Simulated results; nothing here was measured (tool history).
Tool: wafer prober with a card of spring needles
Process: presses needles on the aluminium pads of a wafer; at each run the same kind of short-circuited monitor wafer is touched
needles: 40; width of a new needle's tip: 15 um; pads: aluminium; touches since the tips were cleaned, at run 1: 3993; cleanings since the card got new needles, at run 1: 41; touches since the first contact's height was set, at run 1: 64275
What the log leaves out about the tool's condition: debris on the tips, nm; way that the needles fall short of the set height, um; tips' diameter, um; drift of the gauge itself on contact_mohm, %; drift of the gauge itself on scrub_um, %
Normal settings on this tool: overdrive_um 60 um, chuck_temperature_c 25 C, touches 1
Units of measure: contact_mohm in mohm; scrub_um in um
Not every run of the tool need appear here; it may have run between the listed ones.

run   hour  overdrive_um  chuck_temperature_c  touches  touches since the tips were cleaned  cleanings since the card got new needles  touches since the first contact's height was set  contact_mohm  scrub_um
  1    0.0            60                   25        1                                 3993                                        41                                             64275           332     14.91
       1.2  -- tips cleaned on abrasive film
  2    7.8            60                   25        3                                 4096                                        42                                             69035           288     14.99
       8.7  -- tips cleaned on abrasive film
      16.3  -- tips cleaned on abrasive film
  3   18.2            57                   25        1                                 1215                                        44                                             75388           304     14.03
      23.7  -- tips cleaned on abrasive film
  4   26.3            60                   25        2                                 1621                                        45                                             80366           289     14.91
      31.6  -- tips cleaned on abrasive film
  5   36.5            60                   50        1                                 3044                                        46                                             86632           337     14.80
      39.6  -- tips cleaned on abrasive film
      47.2  -- tips cleaned on abrasive film
  6   48.0            60                   50        1                                  466                                        48                                             93599           287     14.69
      55.4  -- tips cleaned on abrasive film
  7   55.4            60                   50        1                                    0                                        49                                             98151           279     14.89
      63.1  -- tips cleaned on abrasive film
  8   65.7            60                   45        1                                 1603                                        50                                            104488           318     14.77
      71.0  -- tips cleaned on abrasive film
  9   71.7            60                   25        2                                  375                                        51                                            108109           274     14.82
 10   76.7            60                   25        2                                 3485                                        51                                            111219           311     14.70
      78.7  -- tips cleaned on abrasive film
      86.5  -- tips cleaned on abrasive film
 11   86.8            60                  110        1                                  191                                        53                                            117374           302     14.70
      94.4  -- tips cleaned on abrasive film
 12   96.4            63                   25        1                                 1222                                        54                                            123278           301     15.37
     101.9  -- tips cleaned on abrasive film
 13  106.2            73                   25        1                                 2629                                        55                                            129281           308     17.99
     109.5  -- tips cleaned on abrasive film
 14  115.8            73                   25        1                                 3904                                        56                                            135188           321     17.97
     117.8  -- tips cleaned on abrasive film
 15  124.8            73                   25        1                                 4379                                        57                                            140714           326     17.87
     125.6  -- tips cleaned on abrasive film
 16  129.9            73                   25        1                                 2645                                        58                                            143783           316     17.91
     133.6  -- tips cleaned on abrasive film
 17  134.9            73                   25        1                                  816                                        59                                            146853           278     17.96
 18  139.6            73                  106        3                                 3714                                        59                                            149751           303     17.92
     141.3  -- tips cleaned on abrasive film
     149.1  -- tips cleaned on abrasive film
     149.4  -- height of the first contact set anew
 19  151.5            73                  106        3                                 1322                                        61                                              1322           292     18.63
     157.5  -- tips cleaned on abrasive film
 20  161.0            59                   25        2                                 2161                                        62                                              7139           300     15.15
     165.5  -- tips cleaned on abrasive film
 21  172.6            59                   25        2                                 4356                                        63                                             14261           316     15.22
     173.7  -- tips cleaned on abrasive film
     181.5  -- tips cleaned on abrasive film
 22  182.3            59                   25        2                                  507                                        65                                             20203           278     14.90
     189.5  -- tips cleaned on abrasive film
 23  193.2            56                   31        3                                 2305                                        66                                             26882           286     14.26
     196.9  -- tips cleaned on abrasive film
 24  200.4            60                   88        3                                 2186                                        67                                             31313           300     15.22
     205.4  -- tips cleaned on abrasive film
 25  206.9            78                   80        1                                  974                                        68                                             35277           298     19.73
     213.1  -- tips cleaned on abrasive film
 26  213.1            78                   80        1                                    0                                        69                                             39057           282     19.96
     221.3  -- tips cleaned on abrasive film
 27  222.7            78                   80        1                                  849                                        70                                             44915           296     19.80
     228.9  -- tips cleaned on abrasive film
 28  229.8            78                   47        1                                  580                                        71                                             49280           281     19.76
     236.4  -- tips cleaned on abrasive film
 29  237.6            58                   79        1                                  722                                        72                                             54044           304     14.55
     244.1  -- tips cleaned on abrasive film
 30  244.6            61                   38        2                                  340                                        73                                             58348           278     15.30
 31  250.9            61                   38        2                                 4241                                        73                                             62249           318     15.21
     252.3  -- tips cleaned on abrasive film
 32  259.3            64                   60        1                                 4366                                        74                                             67413           351     16.02
     260.4  -- tips cleaned on abrasive film
     268.1  -- tips cleaned on abrasive film
 33  268.7            64                   60        1                                  355                                        76                                             73090           288     15.83

Measured result minus the same run's result without the hidden state. Both carry the same run-to-run variation, though not necessarily the same gauge scatter:
run  contact_mohm  scrub_um
  1           +76     -0.36
  2           +29     -0.39
  3           +43     -0.44
  4           +28     -0.48
  5           +68     -0.51
  6           +20     -0.56
  7            +9     -0.60
  8           +50     -0.61
  9           +14     -0.64
 10           +49     -0.64
 11           +16     -0.70
 12           +38     -0.72
 13           +50     -0.75
 14           +62     -0.78
 15           +66     -0.81
 16           +53     -0.85
 17           +21     -0.88
 18           +20     -0.88
 19           +10     +0.00
 20           +38     -0.04
 21           +53     -0.06
 22           +15     -0.11
 23           +27     -0.13
 24           +21     -0.16
 25           +24     -0.20
 26            +4     -0.24
 27           +18     -0.27
 28           +15     -0.30
 29           +28     -0.32
 30           +13     -0.34
 31           +52     -0.34
 32           +78     -0.37
 33           +20     -0.41
